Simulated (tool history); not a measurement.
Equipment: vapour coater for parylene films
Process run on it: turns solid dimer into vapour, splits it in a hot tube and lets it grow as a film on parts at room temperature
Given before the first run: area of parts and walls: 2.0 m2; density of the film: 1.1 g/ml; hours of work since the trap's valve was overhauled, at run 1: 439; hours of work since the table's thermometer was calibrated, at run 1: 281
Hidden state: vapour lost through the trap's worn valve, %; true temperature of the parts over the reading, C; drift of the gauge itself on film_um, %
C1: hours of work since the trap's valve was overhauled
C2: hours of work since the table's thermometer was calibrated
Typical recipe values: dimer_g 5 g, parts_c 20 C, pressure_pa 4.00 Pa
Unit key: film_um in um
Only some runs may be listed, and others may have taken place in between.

{"run": 1, "day": 0.0, "dimer_g": 5, "parts_c": 20, "pressure_pa": 4.0, "C1": 439, "C2": 281, "film_um": 1.03}
{"run": 2, "day": 0.304, "dimer_g": 5, "parts_c": 15, "pressure_pa": 4.0, "C1": 444, "C2": 287, "film_um": 1.15}
{"run": 3, "day": 0.592, "dimer_g": 5, "parts_c": 15, "pressure_pa": 4.0, "C1": 450, "C2": 292, "film_um": 1.14}
{"run": 4, "day": 0.888, "dimer_g": 5, "parts_c": 15, "pressure_pa": 4.0, "C1": 455, "C2": 297, "film_um": 1.16}
{"run": 5, "day": 1.142, "dimer_g": 5, "parts_c": 15, "pressure_pa": 5.82, "C1": 460, "C2": 302, "film_um": 1.04}
{"run": 6, "day": 1.667, "dimer_g": 5, "parts_c": 15, "pressure_pa": 5.82, "C1": 470, "C2": 312, "film_um": 1.04}
{"run": 7, "day": 1.996, "dimer_g": 5, "parts_c": 26, "pressure_pa": 4.0, "C1": 476, "C2": 318, "film_um": 0.88}
{"day": 2.071, "done": "table's thermometer calibrated"}
{"run": 8, "day": 2.383, "dimer_g": 5, "parts_c": 26, "pressure_pa": 4.0, "C1": 482, "C2": 6, "film_um": 0.88}
{"day": 2.75, "done": "trap's valve overhauled"}
{"run": 9, "day": 2.971, "dimer_g": 5, "parts_c": 26, "pressure_pa": 4.0, "C1": 4, "C2": 14, "film_um": 0.97}
{"run": 10, "day": 3.608, "dimer_g": 5, "parts_c": 31, "pressure_pa": 2.36, "C1": 16, "C2": 25, "film_um": 0.95}
{"run": 11, "day": 3.971, "dimer_g": 8, "parts_c": 14, "pressure_pa": 4.0, "C1": 23, "C2": 32, "film_um": 2.0}
{"day": 4.279, "done": "table's thermometer calibrated, once more"}
{"run": 12, "day": 4.608, "dimer_g": 8, "parts_c": 14, "pressure_pa": 4.0, "C1": 34, "C2": 6, "film_um": 1.98}
{"run": 13, "day": 5.017, "dimer_g": 8, "parts_c": 20, "pressure_pa": 11.1, "C1": 41, "C2": 14, "film_um": 1.4}

Some steps in film_um, run to run, broken into two amounts with sign: the step expected even without the hidden condition (settings, incoming material, random variation), and the rest, left for the hidden condition together with whatever gauge scatter is not in both the measured and the hidden-condition-free result:
Run 8 -> 9: trap's valve overhauled. film_um +0.09 um: hidden state +0.07, all else +0.02.
Run 10 -> 11: dimer_g 5 -> 8, parts_c 31 -> 14, pressure_pa 2.36 -> 4.00. film_um +1.05 um: hidden state +0.00, all else +1.05.

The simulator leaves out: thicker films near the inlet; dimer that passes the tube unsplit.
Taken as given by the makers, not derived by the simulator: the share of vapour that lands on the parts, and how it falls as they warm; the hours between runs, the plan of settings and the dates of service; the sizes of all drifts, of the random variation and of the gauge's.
